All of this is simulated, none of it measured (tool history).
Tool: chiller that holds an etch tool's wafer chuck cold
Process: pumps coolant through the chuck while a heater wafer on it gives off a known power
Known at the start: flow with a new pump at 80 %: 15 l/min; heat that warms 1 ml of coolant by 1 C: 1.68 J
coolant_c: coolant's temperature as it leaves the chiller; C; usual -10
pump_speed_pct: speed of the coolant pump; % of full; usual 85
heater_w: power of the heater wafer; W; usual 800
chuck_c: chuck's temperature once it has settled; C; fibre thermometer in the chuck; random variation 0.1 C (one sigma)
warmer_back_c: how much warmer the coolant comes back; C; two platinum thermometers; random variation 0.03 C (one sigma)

run,hour,coolant_c,pump_speed_pct,heater_w,chuck_c,warmer_back_c
1,0,-10,85,800,-2.5,1.77
2,20.5,-10,85,800,-2.7,1.86
3,42.8,-10,85,800,-2.8,1.74
4,68.9,-20,85,800,-12.6,1.76
5,115.9,-20,85,800,-12.7,1.75
6,147.5,-20,85,800,-12.6,1.77
7,179.4,-20,85,800,-12.6,1.67
8,225.8,-20,85,800,-12.7,1.68
9,249.5,-10,85,800,-2.7,1.64
10,288.3,-10,85,800,-2.6,1.61
11,337.6,-10,85,800,-2.6,1.56
12,371.5,-10,85,800,-2.6,1.59
13,402.2,-10,85,800,-2.6,1.55
14,439.1,-10,85,800,-2.6,1.55
15,478.8,-10,66,800,-1.4,1.98
16,501.8,-10,66,800,-1.7,1.99
17,540.5,-10,66,527,-4.5,1.18

Forecast run 18:
18,564.6,-10,64,1021,?,?

chuck_c: 0.8 C
warmer_back_c: 2.69 C
Without the tool's hidden state the same run would have given chuck_c 0.8 C, warmer_back_c 3.03 C.

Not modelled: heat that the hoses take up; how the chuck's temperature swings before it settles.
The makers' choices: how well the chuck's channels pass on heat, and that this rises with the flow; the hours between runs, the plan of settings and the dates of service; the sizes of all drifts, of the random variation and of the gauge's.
